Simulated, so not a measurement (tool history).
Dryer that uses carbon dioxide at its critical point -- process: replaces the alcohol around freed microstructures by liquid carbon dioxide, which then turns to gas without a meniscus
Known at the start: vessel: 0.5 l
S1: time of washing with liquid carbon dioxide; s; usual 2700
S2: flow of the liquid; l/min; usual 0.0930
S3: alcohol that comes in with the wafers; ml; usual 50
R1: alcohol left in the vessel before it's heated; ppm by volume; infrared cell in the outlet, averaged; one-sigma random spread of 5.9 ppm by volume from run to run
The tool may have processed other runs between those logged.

run	hour	S1	S2	S3	R1
1	0.0	2700	0.0930	50	277
2	12.8	2700	0.0930	50	274
3	26.2	2700	0.0930	50	284
4	37.5	2700	0.0930	50	276
5	48.2	3420	0.0930	50	76
6	58.6	3420	0.0930	50	77
7	70.2	3420	0.0930	50	83
8	84.6	3420	0.0930	50	71
9	92.3	3420	0.0930	50	77
10	107.0	4080	0.0930	50	44
11	121.4	4080	0.1043	50	34
12	135.4	4080	0.1043	50	33
13	146.8	4080	0.1043	50	34
14	157.4	4080	0.1043	50	34
15	169.4	2700	0.0930	50	307
16	177.9	2700	0.0930	50	296
17	192.2	2700	0.0930	50	301
18	206.8	2700	0.0930	50	300
19	220.8	2700	0.0930	50	312
20	230.3	2700	0.0930	32	228
21	239.2	2700	0.0930	61	383
22	254.2	2700	0.0930	61	371
23	263.2	2700	0.0930	61	369
24	270.7	2700	0.0930	61	389
25	279.0	3720	0.0930	40	71
26	286.0	3360	0.1478	99	52
27	300.6	4080	0.1087	78	50
28	313.3	3300	0.1266	50	55
29	323.9	3300	0.1281	22	49
30	335.0	3300	0.1281	42	56
31	347.9	3300	0.1281	42	51
32	362.0	4080	0.0930	120	79
33	373.2	4080	0.0930	120	91
34	386.5	4080	0.0945	30	65
35	394.5	4080	0.0945	30	61
36	405.2	3480	0.0594	77	1171
37	417.9	3480	0.1327	37	51
38	429.1	3480	0.1327	37	61
39	440.2	2700	0.0902	32	279
40	447.3	2280	0.0805	32	941
41	453.8	2280	0.0805	32	934
42	466.0	2400	0.1271	42	146
43	477.1	3720	0.0930	24	83
44	488.7	2520	0.1390	83	123
45	500.3	3180	0.0779	29	242
# hour 506.0: inlet filter changed
46	510.4	2760	0.0910	50	280
47	523.5	2760	0.0910	25	167
48	536.9	2700	0.0756	99	1308

Below are 3 alternative next runs, each starting from the tool's condition after run 48. Predict each:
A	549.2	3720	0.0930	50	?
B	549.2	3180	0.0930	50	?
C	549.2	2040	0.1072	24	?

run	R1
A	101
B	147
C	310
With no hidden state in the tool, these same runs would have given:
run	R1
A	30
B	76
C	236
